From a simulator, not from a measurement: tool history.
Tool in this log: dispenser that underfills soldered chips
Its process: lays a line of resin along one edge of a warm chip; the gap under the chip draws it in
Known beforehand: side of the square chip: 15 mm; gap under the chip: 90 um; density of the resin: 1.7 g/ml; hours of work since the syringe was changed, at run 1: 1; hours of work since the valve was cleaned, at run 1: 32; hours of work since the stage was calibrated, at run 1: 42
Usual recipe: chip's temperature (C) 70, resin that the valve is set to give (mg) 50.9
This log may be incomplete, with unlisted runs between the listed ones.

run	hour	chip's temperature (C)	resin that the valve is set to give (mg)	hours of work since the syringe was changed	hours of work since the valve was cleaned	hours of work since the stage was calibrated	time until the resin shows at the far edge (s)	resin that the valve gave (mg)
1	0.0	70	50.9	1	32	42	156.3	49.31
2	3.2	70	50.9	4	34	45	171.6	49.46
3	7.0	82	50.9	6	37	47	127.8	48.91
4	9.5	82	50.9	8	39	49	139.0	49.00
# hour 12.6: new syringe of resin
5	13.2	82	50.9	0	42	52	98.3	48.60
6	17.7	82	50.9	4	45	55	113.1	48.80
7	19.7	70	57.8	5	46	57	185.0	55.31
8	22.4	55	50.9	7	48	59	375.0	48.56
9	25.9	55	50.9	10	51	61	418.2	48.38
# hour 26.8: new syringe of resin
10	30.4	55	50.9	3	54	64	300.5	48.34
11	34.6	70	58.3	6	57	68	187.5	54.99
12	36.4	70	58.3	7	59	69	202.6	55.33
13	39.1	70	58.3	9	61	71	224.5	54.73
# hour 41.1: new syringe of resin
14	42.5	70	58.3	1	63	73	158.1	54.93
15	44.6	73	57.7	3	65	75	149.6	54.18
# hour 48.3: dispensing valve cleaned and set on the balance
16	48.8	64	56.8	5	0	77	232.1	56.45
17	52.6	64	66.0	8	3	80	263.7	66.12
18	54.6	64	66.0	9	5	81	280.6	65.97
# hour 56.4: new syringe of resin
19	57.5	85	50.9	1	7	83	89.3	50.71
20	61.1	85	50.9	4	9	86	101.0	50.22
21	65.6	82	49.5	7	13	89	133.7	49.03
22	68.7	68	58.4	9	15	92	236.1	57.78
# hour 70.8: new syringe of resin
23	72.0	68	58.4	1	17	94	163.8	57.39

What differs in the tool's unlogged condition from the final listed run ahead of each entry between runs to the first listed run following it?
In the gap between runs 4 and 5: new syringe of resin (hour 12.6)
  resin's viscosity, % of fresh resin's: 144.9 -> 102; dose that the valve gives, % of what is set: 96.35 -> 96.1; true chip temperature over the reading, C: -0.12 -> -0.13
  measured less the result without the state, time until the resin shows at the far edge (s): +43.9 -> +3.0; resin that the valve gave (mg): -1.86 -> -1.97
In the gap between runs 9 and 10: new syringe of resin (hour 26.8)
  resin's viscosity, % of fresh resin's: 155.3 -> 113; dose that the valve gives, % of what is set: 95.2 -> 94.88; true chip temperature over the reading, C: -0.19 -> -0.21
  measured less the result without the state, time until the resin shows at the far edge (s): +153.4 -> +39.7; resin that the valve gave (mg): -2.44 -> -2.61
In the gap between runs 13 and 14: new syringe of resin (hour 41.1)
  resin's viscosity, % of fresh resin's: 150.4 -> 105.8; dose that the valve gives, % of what is set: 94.28 -> 94.08; true chip temperature over the reading, C: -0.25 -> -0.27
  measured less the result without the state, time until the resin shows at the far edge (s): +77.4 -> +11.0; resin that the valve gave (mg): -3.32 -> -3.45
In the gap between runs 15 and 16: dispensing valve cleaned and set on the balance (hour 48.3)
  resin's viscosity, % of fresh resin's: 113.5 -> 126.2; dose that the valve gives, % of what is set: 93.92 -> 99.87; true chip temperature over the reading, C: -0.28 -> -0.29
  measured less the result without the state, time until the resin shows at the far edge (s): +20.1 -> +50.4; resin that the valve gave (mg): -3.51 -> -0.08
In the gap between runs 18 and 19: new syringe of resin (hour 56.4)
  resin's viscosity, % of fresh resin's: 153.1 -> 103.7; dose that the valve gives, % of what is set: 99.49 -> 99.32; true chip temperature over the reading, C: -0.32 -> -0.34
  measured less the result without the state, time until the resin shows at the far edge (s): +99.5 -> +4.3; resin that the valve gave (mg): -0.34 -> -0.34
In the gap between runs 22 and 23: new syringe of resin (hour 70.8)
  resin's viscosity, % of fresh resin's: 150.2 -> 104.9; dose that the valve gives, % of what is set: 98.55 -> 98.34; true chip temperature over the reading, C: -0.39 -> -0.41
  measured less the result without the state, time until the resin shows at the far edge (s): +81.6 -> +10.3; resin that the valve gave (mg): -0.85 -> -0.97
